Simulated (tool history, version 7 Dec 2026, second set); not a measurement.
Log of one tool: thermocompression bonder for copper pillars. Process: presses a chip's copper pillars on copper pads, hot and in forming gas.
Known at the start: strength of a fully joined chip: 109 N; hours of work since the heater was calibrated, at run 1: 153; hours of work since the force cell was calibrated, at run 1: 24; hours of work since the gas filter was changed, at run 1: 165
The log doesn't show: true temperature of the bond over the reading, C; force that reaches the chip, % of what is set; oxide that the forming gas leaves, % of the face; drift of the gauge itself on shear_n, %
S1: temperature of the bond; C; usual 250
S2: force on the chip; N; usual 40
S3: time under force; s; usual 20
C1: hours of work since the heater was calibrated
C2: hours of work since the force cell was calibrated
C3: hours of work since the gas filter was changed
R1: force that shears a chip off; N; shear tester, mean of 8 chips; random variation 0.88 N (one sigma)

run    day   S1  S2  S3   C1  C2   C3    R1
  1  0.000  250  40  20  153  24  165  69.5
  2  0.233  250  40  20  157  28  170  67.3
  3  0.675  250  40  20  165  36  178  69.4
     0.992  -- forming gas filter changed
  4  1.062  250  40  20  172  43    1  75.2
  5  1.408  250  44  20  178  49    8  79.1
  6  1.658  250  40  11  183  54   12  63.0
  7  1.971  250  40  20  189  60   18  74.2
  8  2.321  250  40  20  195  66   24  74.4
  9  2.800  250  40  20  204  75   33  73.9
     2.908  -- force cell calibrated
 10  3.204  238  40  32  210   5   39  75.8
 11  3.438  276  39  20  214  10   43  82.7
 12  3.833  240  50  16  222  17   51  72.2
 13  4.142  231  60  19  227  22   56  79.1
 14  4.592  221  40  20  235  31   64  56.0
     4.775  -- force cell calibrated, once more
 15  4.996  221  40  20  242   4   71  55.1
 16  5.275  221  40  20  247   9   76  54.0
 17  5.675  221  54  20  254  16   83  69.5

Forecast each of these 5 alternatives for the next run:
  A  6.125  246  49  16  262  25  91   ?
  B  6.125  257  41  19  262  25  91   ?
  C  6.125  257  34  58  262  25  91   ?
  D  6.125  241  46  20  262  25  91   ?
  E  6.125  239  29  20  262  25  91   ?

run    R1
  A  74.1
  B  74.7
  C  85.2
  D  72.0
  E  50.8
Without the tool's hidden state the same runs would have given:
run    R1
  A  78.1
  B  78.7
  C  89.6
  D  75.9
  E  53.8

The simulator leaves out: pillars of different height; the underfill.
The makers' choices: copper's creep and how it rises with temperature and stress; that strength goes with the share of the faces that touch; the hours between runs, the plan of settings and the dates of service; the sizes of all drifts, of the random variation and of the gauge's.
